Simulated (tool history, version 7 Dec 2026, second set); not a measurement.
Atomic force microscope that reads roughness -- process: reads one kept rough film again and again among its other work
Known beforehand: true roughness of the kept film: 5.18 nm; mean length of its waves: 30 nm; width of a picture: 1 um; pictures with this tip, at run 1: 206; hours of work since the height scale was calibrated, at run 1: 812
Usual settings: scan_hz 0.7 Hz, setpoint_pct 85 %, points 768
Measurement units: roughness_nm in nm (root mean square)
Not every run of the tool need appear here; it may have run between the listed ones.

| run | hour | scan_hz | setpoint_pct | points | pictures with this tip | hours of work since the height scale was calibrated | roughness_nm |
|---|---|---|---|---|---|---|---|
| 1 | 0 | 0.7 | 85 | 768 | 206 | 812 | 3.497 |
|  | 9.1 | new tip fitted |
| 2 | 23.5 | 0.7 | 85 | 768 | 21 | 825 | 4.082 |
| 3 | 48.3 | 0.7 | 85 | 768 | 58 | 839 | 3.972 |
| 4 | 91.3 | 0.7 | 85 | 768 | 122 | 863 | 3.727 |
| 5 | 130.8 | 0.7 | 85 | 768 | 180 | 885 | 3.556 |
|  | 156.7 | new tip fitted |
| 6 | 166.4 | 0.7 | 85 | 768 | 14 | 904 | 4.099 |
| 7 | 201.3 | 1.791 | 85 | 768 | 66 | 924 | 3.574 |
| 8 | 233.6 | 1.791 | 56 | 768 | 114 | 942 | 3.872 |
| 9 | 273.9 | 1.791 | 56 | 768 | 174 | 964 | 3.688 |
|  | 306.3 | new tip fitted |
| 10 | 315.7 | 1.791 | 56 | 768 | 14 | 987 | 4.215 |
| 11 | 338.5 | 1.791 | 56 | 768 | 48 | 1000 | 4.122 |
| 12 | 382.4 | 1.791 | 56 | 768 | 113 | 1025 | 3.894 |
| 13 | 425.4 | 1.791 | 56 | 768 | 177 | 1049 | 3.695 |
|  | 454 | new tip fitted |
| 14 | 464.7 | 0.7 | 85 | 768 | 15 | 1070 | 4.078 |
| 15 | 500.2 | 0.7 | 74 | 768 | 68 | 1090 | 4.008 |
| 16 | 534.5 | 0.7 | 74 | 768 | 119 | 1109 | 3.825 |
| 17 | 566.4 | 0.7 | 85 | 305 | 166 | 1127 | 3.534 |
|  | 602.4 | new tip fitted |
| 18 | 614.2 | 0.7 | 85 | 305 | 17 | 1153 | 4.057 |
| 19 | 639.5 | 0.7 | 85 | 768 | 55 | 1167 | 3.977 |
| 20 | 661.2 | 1.122 | 85 | 768 | 87 | 1180 | 3.713 |
| 21 | 692.7 | 1.122 | 79 | 768 | 134 | 1197 | 3.669 |
| 22 | 731.3 | 1.122 | 79 | 768 | 191 | 1219 | 3.525 |
|  | 752.3 | new tip fitted |
| 23 | 757.7 | 0.7 | 85 | 768 | 8 | 1233 | 4.179 |
| 24 | 801.1 | 0.7 | 85 | 768 | 72 | 1257 | 3.915 |
| 25 | 828.5 | 0.7 | 85 | 768 | 113 | 1273 | 3.809 |
| 26 | 874.1 | 0.7 | 85 | 768 | 180 | 1298 | 3.577 |
|  | 901.7 | new tip fitted |
| 27 | 913.1 | 0.7 | 85 | 768 | 17 | 1320 | 4.075 |
| 28 | 936.1 | 0.524 | 73 | 424 | 51 | 1332 | 4.11 |
| 29 | 979.2 | 0.785 | 73 | 424 | 115 | 1356 | 3.8 |
| 30 | 1024.8 | 2.055 | 85 | 652 | 183 | 1382 | 3.152 |
|  | 1052 | new tip fitted |
| 31 | 1059.6 | 0.876 | 86 | 763 | 11 | 1401 | 4.065 |
| 32 | 1099.2 | 0.876 | 86 | 763 | 70 | 1423 | 3.869 |
|  | 1104.1 | height scale calibrated on a step standard |
| 33 | 1146.1 | 1.384 | 75 | 726 | 138 | 23 | 3.678 |
| 34 | 1182 | 1.123 | 75 | 939 | 191 | 43 | 3.567 |
|  | 1201.7 | new tip fitted |
| 35 | 1222.5 | 3.474 | 56 | 358 | 31 | 66 | 4.033 |
| 36 | 1261.4 | 3.474 | 56 | 358 | 89 | 87 | 3.839 |
| 37 | 1301.5 | 0.844 | 61 | 480 | 149 | 110 | 3.802 |
|  | 1306.4 | height scale calibrated on a step standard, once more |
| 38 | 1332.2 | 0.844 | 61 | 368 | 193 | 14 | 3.638 |
|  | 1351.2 | new tip fitted |
| 39 | 1357.2 | 0.844 | 63 | 322 | 9 | 28 | 4.236 |
| 40 | 1380.5 | 0.844 | 63 | 322 | 44 | 41 | 4.083 |
| 41 | 1419.3 | 0.844 | 63 | 322 | 101 | 63 | 3.842 |
| 42 | 1449.2 | 0.844 | 63 | 322 | 145 | 79 | 3.74 |
| 43 | 1495.8 | 0.844 | 63 | 322 | 215 | 105 | 3.559 |
|  | 1500.5 | new tip fitted |
| 44 | 1533.9 | 0.767 | 56 | 768 | 49 | 126 | 4.194 |
| 45 | 1565.1 | 0.767 | 86 | 768 | 96 | 144 | 3.767 |
| 46 | 1602.8 | 0.554 | 78 | 304 | 152 | 165 | 3.717 |
| 47 | 1631.9 | 0.554 | 78 | 304 | 195 | 181 | 3.546 |
|  | 1648.5 | new tip fitted |
| 48 | 1669.8 | 0.736 | 67 | 304 | 31 | 202 | 4.179 |
| 49 | 1713.6 | 0.863 | 57 | 334 | 96 | 226 | 3.945 |
| 50 | 1736 | 0.863 | 57 | 334 | 129 | 239 | 3.847 |
| 51 | 1772.8 | 1.495 | 76 | 862 | 184 | 259 | 3.429 |
|  | 1797.7 | new tip fitted |
| 52 | 1797.7 | 1.495 | 76 | 862 | 0 | 273 | 4.06 |

Branching from run 52: 3 alternative next runs. What would each branch give?
| A | 1828.9 | 0.7 | 59 | 768 | 46 | 290 | ? |
| B | 1828.9 | 0.7 | 84 | 768 | 46 | 290 | ? |
| C | 1828.9 | 1.956 | 60 | 532 | 46 | 290 | ? |

| run | roughness_nm |
|---|---|
| A | 4.198 |
| B | 3.983 |
| C | 4.074 |
Had the tool no hidden state, the same runs would have come out as:
| run | roughness_nm |
|---|---|
| A | 4.397 |
| B | 4.17 |
| C | 4.266 |
